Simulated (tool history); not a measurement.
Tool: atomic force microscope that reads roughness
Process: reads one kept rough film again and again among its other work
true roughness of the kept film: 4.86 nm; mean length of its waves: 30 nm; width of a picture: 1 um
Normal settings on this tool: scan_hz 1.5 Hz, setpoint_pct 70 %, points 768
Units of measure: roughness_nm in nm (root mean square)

run,hour,scan_hz,setpoint_pct,points,roughness_nm
1,0,1.5,70,768,3.799
2,12.2,1.5,70,768,3.746
3,23.8,1.5,70,768,3.686
4,36.5,1.5,70,768,3.6
5,46.4,1.5,70,768,3.534
6,52.3,1.5,70,768,3.495
7,61.3,1.5,70,536,3.462
# hour 74.8: new tip fitted
8,74.8,1.5,70,536,4.071
9,85.3,1.5,70,950,3.988
10,92.3,1.5,70,950,3.924
11,105.8,1.5,70,768,3.859
12,114.3,3.65,70,739,3.451
13,127.6,3.65,70,739,3.37
14,136.9,1.87,68,495,3.629
15,148.9,0.85,77,467,3.639
16,162.3,3.27,77,470,3.001
17,169.5,3.27,77,470,2.989
18,176.3,1.5,88,337,3.073
# hour 178.7: new tip fitted
19,190.5,0.51,86,337,4.059
20,197.1,1.5,59,768,4.073
21,207.7,2.84,86,768,3.141
22,219.3,1.99,70,291,3.671

4 options for the next run, each taken on its own from the tool as it stands now. Forecast them:
A,229,1.69,81,768,?
B,229,1.99,64,380,?
C,229,0.62,70,707,?
D,229,0.98,77,500,?

run,roughness_nm
A,3.473
B,3.712
C,3.881
D,3.739
With the hidden condition removed and each run's random variation left untouched, the same runs would have given:
run,roughness_nm
A,3.788
B,4.049
C,4.234
D,4.078

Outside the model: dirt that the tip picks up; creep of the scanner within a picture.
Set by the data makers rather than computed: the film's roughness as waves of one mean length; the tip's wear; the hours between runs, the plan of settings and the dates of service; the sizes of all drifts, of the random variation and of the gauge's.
